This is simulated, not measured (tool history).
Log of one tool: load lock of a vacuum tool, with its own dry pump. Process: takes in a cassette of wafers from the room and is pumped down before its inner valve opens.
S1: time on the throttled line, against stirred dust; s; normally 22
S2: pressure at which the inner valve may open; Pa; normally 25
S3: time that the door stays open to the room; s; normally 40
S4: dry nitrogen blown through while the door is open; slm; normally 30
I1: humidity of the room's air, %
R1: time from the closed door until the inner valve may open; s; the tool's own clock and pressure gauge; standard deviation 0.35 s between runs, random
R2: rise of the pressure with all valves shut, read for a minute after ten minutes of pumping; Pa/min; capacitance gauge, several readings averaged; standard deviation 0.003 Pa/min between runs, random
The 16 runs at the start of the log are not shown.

run 17 hour=1833.8 | S1=22 S2=25 S3=40 S4=22 | I1=43.3 | R1=44.7 R2=0.064
run 18 hour=1949.3 | S1=22 S2=25 S3=40 S4=22 | I1=44.6 | R1=44.6 R2=0.07
run 19 hour=2073.8 | S1=14 S2=25 S3=40 S4=17 | I1=47.5 | R1=38 R2=0.075
run 20 hour=2173.9 | S1=18 S2=25 S3=40 S4=17 | I1=47.2 | R1=41 R2=0.072
run 21 hour=2243.5 | S1=42 S2=21 S3=40 S4=27 | I1=41.6 | R1=61 R2=0.067
run 22 hour=2379 | S1=29 S2=21 S3=40 S4=27 | I1=44.8 | R1=51 R2=0.064
run 23 hour=2499.2 | S1=29 S2=21 S3=40 S4=27 | I1=43.9 | R1=51 R2=0.062
run 24 hour=2637 | S1=22 S2=25 S3=66 S4=30 | I1=43.3 | R1=44.9 R2=0.077
run 25 hour=2759.9 | S1=18 S2=29 S3=118 S4=30 | I1=46 | R1=41 R2=0.099
run 26 hour=2857.2 | S1=19 S2=29 S3=118 S4=30 | I1=45.2 | R1=41.9 R2=0.099
run 27 hour=2946.2 | S1=19 S2=29 S3=118 S4=30 | I1=46.1 | R1=42.4 R2=0.103
run 28 hour=3074.1 | S1=22 S2=25 S3=40 S4=9 | I1=45.2 | R1=44.8 R2=0.084
run 29 hour=3181.1 | S1=39 S2=33 S3=182 S4=22 | I1=46.3 | R1=58.2 R2=0.144
run 30 hour=3269.8 | S1=39 S2=33 S3=182 S4=22 | I1=44.3 | R1=57.6 R2=0.149
run 31 hour=3358.1 | S1=22 S2=25 S3=40 S4=27 | I1=43 | R1=45.1 R2=0.072
run 32 hour=3491.4 | S1=22 S2=25 S3=40 S4=27 | I1=44.8 | R1=45.4 R2=0.071
run 33 hour=3620.5 | S1=22 S2=34 S3=40 S4=5 | I1=46.3 | R1=44.1 R2=0.098
run 34 hour=3716 | S1=15 S2=22 S3=30 S4=18 | I1=40.4 | R1=39.7 R2=0.069
run 35 hour=3831.7 | S1=29 S2=19 S3=75 S4=13 | I1=48.9 | R1=51.5 R2=0.117
run 36 hour=3953.4 | S1=14 S2=23 S3=27 S4=16 | I1=45.6 | R1=39.3 R2=0.076

What if the next run were any one of these 4? Each begins from the tool's condition after run 36:
run A hour=4051.8 | S1=22 S2=25 S3=45 S4=30 | I1=42.8 | R1=? R2=?
run B hour=4051.8 | S1=14 S2=21 S3=39 S4=13 | I1=47.3 | R1=? R2=?
run C hour=4051.8 | S1=22 S2=25 S3=183 S4=6 | I1=39.4 | R1=? R2=?
run D hour=4051.8 | S1=35 S2=28 S3=27 S4=28 | I1=46.9 | R1=? R2=?

run=A R1=45.5 R2=0.075
run=B R1=39.5 R2=0.088
run=C R1=45.8 R2=0.182
run=D R1=55.5 R2=0.071
Without the tool's hidden state the same runs would have given:
run=A R1=42.2 R2=0.035
run=B R1=35.9 R2=0.047
run=C R1=42.4 R2=0.141
run=D R1=52.6 R2=0.03

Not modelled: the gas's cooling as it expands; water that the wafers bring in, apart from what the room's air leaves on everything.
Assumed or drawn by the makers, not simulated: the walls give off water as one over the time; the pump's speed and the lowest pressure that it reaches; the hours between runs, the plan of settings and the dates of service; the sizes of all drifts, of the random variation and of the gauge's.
